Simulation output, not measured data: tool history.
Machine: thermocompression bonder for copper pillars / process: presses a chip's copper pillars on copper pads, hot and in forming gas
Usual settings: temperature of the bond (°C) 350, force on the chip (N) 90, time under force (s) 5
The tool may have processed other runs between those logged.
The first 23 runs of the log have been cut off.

run	hour	temperature of the bond (°C)	force on the chip (N)	time under force (s)	hours of work since the heater was calibrated	hours of work since the force cell was calibrated	hours of work since the gas filter was changed	force that shears a chip off (N)
24	525.3	379	90	5	658	724	121	88
25	545.9	350	127	15	669	735	132	100.1
26	561.9	350	61	15	678	744	140	74.9
27	583.4	350	61	15	689	755	152	72.9
28	601.5	330	56	9	699	765	162	48.1
29	619.2	330	56	3	708	775	171	31.3
30	641.7	361	118	14	721	787	183	98.8
31	664.4	365	84	5	733	799	196	76.7
32	685.2	347	60	13	744	810	207	67.1
33	706.8	331	60	13	756	822	218	57.4
34	736.1	335	68	5	772	838	234	48.1
35	766.4	335	68	5	788	854	251	47.1
36	782.3	334	71	6	796	863	259	51.8

Branching from run 36: 4 alternative next runs. What would each branch give?
A	800.1	342	90	5	806	872	269	?
B	800.1	344	127	5	806	872	269	?
C	800.1	349	68	5	806	872	269	?
D	800.1	360	115	10	806	872	269	?

run	force that shears a chip off (N)
A	64.6
B	80.8
C	55.2
D	94.7
What these runs would have given with no unlogged condition in the tool:
run	force that shears a chip off (N)
A	72.5
B	89.2
C	62.3
D	102.6

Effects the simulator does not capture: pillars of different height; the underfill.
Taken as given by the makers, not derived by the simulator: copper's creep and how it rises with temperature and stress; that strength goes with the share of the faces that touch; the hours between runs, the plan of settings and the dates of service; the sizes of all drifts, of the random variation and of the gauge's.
